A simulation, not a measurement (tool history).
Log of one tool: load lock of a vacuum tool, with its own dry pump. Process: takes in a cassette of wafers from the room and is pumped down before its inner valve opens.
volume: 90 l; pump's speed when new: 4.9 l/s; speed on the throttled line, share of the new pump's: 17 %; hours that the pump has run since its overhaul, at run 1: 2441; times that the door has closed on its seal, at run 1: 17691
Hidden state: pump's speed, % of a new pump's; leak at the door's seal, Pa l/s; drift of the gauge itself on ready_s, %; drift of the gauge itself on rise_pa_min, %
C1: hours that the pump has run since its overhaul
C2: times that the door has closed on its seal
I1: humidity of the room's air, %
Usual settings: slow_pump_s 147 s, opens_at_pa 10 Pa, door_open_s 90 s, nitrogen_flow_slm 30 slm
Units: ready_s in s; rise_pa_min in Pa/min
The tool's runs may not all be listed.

run 1 day=0.000 | slow_pump_s=147 opens_at_pa=10 door_open_s=90 nitrogen_flow_slm=30 | C1=2441 C2=17691 | I1=46.3 | ready_s=289.7 rise_pa_min=0.009
run 2 day=23.462 | slow_pump_s=147 opens_at_pa=10 door_open_s=90 nitrogen_flow_slm=30 | C1=3004 C2=20293 | I1=45.1 | ready_s=291.4 rise_pa_min=0.004
run 3 day=46.371 | slow_pump_s=147 opens_at_pa=10 door_open_s=90 nitrogen_flow_slm=30 | C1=3554 C2=22834 | I1=42.9 | ready_s=290.7 rise_pa_min=0.006
run 4 day=64.604 | slow_pump_s=147 opens_at_pa=10 door_open_s=90 nitrogen_flow_slm=30 | C1=3992 C2=24856 | I1=39.1 | ready_s=293.0 rise_pa_min=0.004
run 5 day=81.921 | slow_pump_s=147 opens_at_pa=10 door_open_s=90 nitrogen_flow_slm=30 | C1=4407 C2=26777 | I1=48.1 | ready_s=291.5 rise_pa_min=0.011
run 6 day=104.992 | slow_pump_s=147 opens_at_pa=10 door_open_s=90 nitrogen_flow_slm=22 | C1=4961 C2=29336 | I1=44.8 | ready_s=291.9 rise_pa_min=0.017
run 7 day=128.862 | slow_pump_s=147 opens_at_pa=10 door_open_s=90 nitrogen_flow_slm=22 | C1=5534 C2=31984 | I1=42.6 | ready_s=289.4 rise_pa_min=0.014
run 8 day=147.279 | slow_pump_s=147 opens_at_pa=10 door_open_s=90 nitrogen_flow_slm=30 | C1=5976 C2=34027 | I1=44.3 | ready_s=291.4 rise_pa_min=0.008
run 9 day=165.904 | slow_pump_s=147 opens_at_pa=10 door_open_s=90 nitrogen_flow_slm=30 | C1=6423 C2=36093 | I1=44.6 | ready_s=289.6 rise_pa_min=0.009
run 10 day=179.004 | slow_pump_s=119 opens_at_pa=10 door_open_s=90 nitrogen_flow_slm=8 | C1=6737 C2=37546 | I1=44.7 | ready_s=267.3 rise_pa_min=0.029
run 11 day=190.567 | slow_pump_s=147 opens_at_pa=18 door_open_s=168 nitrogen_flow_slm=30 | C1=7015 C2=38828 | I1=45.1 | ready_s=281.3 rise_pa_min=0.013
run 12 day=202.938 | slow_pump_s=153 opens_at_pa=10 door_open_s=95 nitrogen_flow_slm=13 | C1=7312 C2=40200 | I1=47.0 | ready_s=297.7 rise_pa_min=0.020
run 13 day=213.875 | slow_pump_s=147 opens_at_pa=11 door_open_s=26 nitrogen_flow_slm=30 | C1=7574 C2=41414 | I1=45.0 | ready_s=290.5 rise_pa_min=0.005
run 14 day=237.188 | slow_pump_s=147 opens_at_pa=11 door_open_s=26 nitrogen_flow_slm=30 | C1=8134 C2=44000 | I1=47.7 | ready_s=289.8 rise_pa_min=0.006
run 15 day=255.504 | slow_pump_s=145 opens_at_pa=12 door_open_s=101 nitrogen_flow_slm=11 | C1=8573 C2=46031 | I1=48.2 | ready_s=286.1 rise_pa_min=0.023

Forecast each of these 5 alternatives for the next run:
run A day=278.654 | slow_pump_s=242 opens_at_pa=10 door_open_s=90 nitrogen_flow_slm=30 | C1=9129 C2=48599 | I1=45.1 | ready_s=? rise_pa_min=?
run B day=278.654 | slow_pump_s=145 opens_at_pa=9 door_open_s=101 nitrogen_flow_slm=7 | C1=9129 C2=48599 | I1=44.3 | ready_s=? rise_pa_min=?
run C day=278.654 | slow_pump_s=147 opens_at_pa=10 door_open_s=90 nitrogen_flow_slm=6 | C1=9129 C2=48599 | I1=45.5 | ready_s=? rise_pa_min=?
run D day=278.654 | slow_pump_s=145 opens_at_pa=12 door_open_s=101 nitrogen_flow_slm=7 | C1=9129 C2=48599 | I1=41.8 | ready_s=? rise_pa_min=?
run E day=278.654 | slow_pump_s=179 opens_at_pa=10 door_open_s=58 nitrogen_flow_slm=30 | C1=9129 C2=48599 | I1=47.8 | ready_s=? rise_pa_min=?

run=A ready_s=371.6 rise_pa_min=0.013
run=B ready_s=292.7 rise_pa_min=0.032
run=C ready_s=293.2 rise_pa_min=0.027
run=D ready_s=285.2 rise_pa_min=0.023
run=E ready_s=317.7 rise_pa_min=0.012
Without the tool's hidden state the same runs would have given:
run=A ready_s=371.6 rise_pa_min=0.012
run=B ready_s=292.7 rise_pa_min=0.030
run=C ready_s=293.1 rise_pa_min=0.025
run=D ready_s=285.1 rise_pa_min=0.021
run=E ready_s=317.6 rise_pa_min=0.010

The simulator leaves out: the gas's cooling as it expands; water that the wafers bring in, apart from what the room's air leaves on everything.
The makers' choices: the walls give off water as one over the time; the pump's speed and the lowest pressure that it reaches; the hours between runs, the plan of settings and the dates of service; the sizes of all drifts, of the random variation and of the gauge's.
